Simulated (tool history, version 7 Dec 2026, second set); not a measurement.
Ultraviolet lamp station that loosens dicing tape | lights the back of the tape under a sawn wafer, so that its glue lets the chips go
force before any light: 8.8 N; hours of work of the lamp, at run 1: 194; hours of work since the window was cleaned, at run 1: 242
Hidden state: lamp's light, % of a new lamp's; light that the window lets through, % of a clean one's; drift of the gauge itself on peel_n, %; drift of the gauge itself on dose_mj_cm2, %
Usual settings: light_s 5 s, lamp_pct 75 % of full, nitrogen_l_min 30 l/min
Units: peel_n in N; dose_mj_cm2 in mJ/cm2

run    hour  light_s  lamp_pct  nitrogen_l_min  hours of work of the lamp  hours of work since the window was cleaned  peel_n  dose_mj_cm2
  1     0.0        5        75              30                        194                                         242   0.702          210
  2    50.3        3        75              30                        221                                         269   1.824          126
  3   118.2        3        75              30                        258                                         306   1.830          122
  4   160.8        3        65              30                        281                                         329   2.279          105
  5   222.8        3        65              30                        314                                         362   2.337          104
  6   287.1        3        65              30                        349                                         397   2.391          101
  7   338.0        3        80              30                        376                                         425   1.783          127
  8   371.5        3        80              30                        395                                         443   1.801          126
  9   406.3        5        84              30                        413                                         462   0.690          214
 10   485.4        2        75              30                        456                                         505   3.350           77
 11   526.7        2        75              30                        479                                         527   3.286           76
 12   582.5        5        75              17                        509                                         557   1.263          185
 13   619.0        5        75              17                        528                                         577   1.224          184
 14   666.5        5        75              17                        554                                         602   1.251          182
      692.3  -- window cleaned of glue's vapour
 15   749.9        5        81              30                        599                                          31   0.875          188
 16   827.9        5        81              30                        641                                          73   0.894          184
 17   877.5        5        81              30                        668                                         100   0.941          181
 18   945.3        5        81              30                        705                                         137   0.954          179
 19  1025.1        3        75              30                        748                                         180   2.451           98
     1060.3  -- window cleaned of glue's vapour, once more
 20  1093.1        3        75              30                        784                                          18   2.042          113
 21  1163.0        3        75              24                        822                                          56   2.294          109
 22  1204.3        3        75              24                        845                                          78   2.374          109
 23  1269.8        4        97              11                        880                                         113   1.507          182
 24  1315.4        5        60              12                        905                                         138   2.222          138

Forecast run 25:
 25  1360.8        5        60              12                        929                                         163       ?            ?

Run 25 gave peel_n 2.356 N, dose_mj_cm2 140 mJ/cm2.
Without the tool's hidden state the same run would have given peel_n 1.570 N, dose_mj_cm2 185 mJ/cm2.
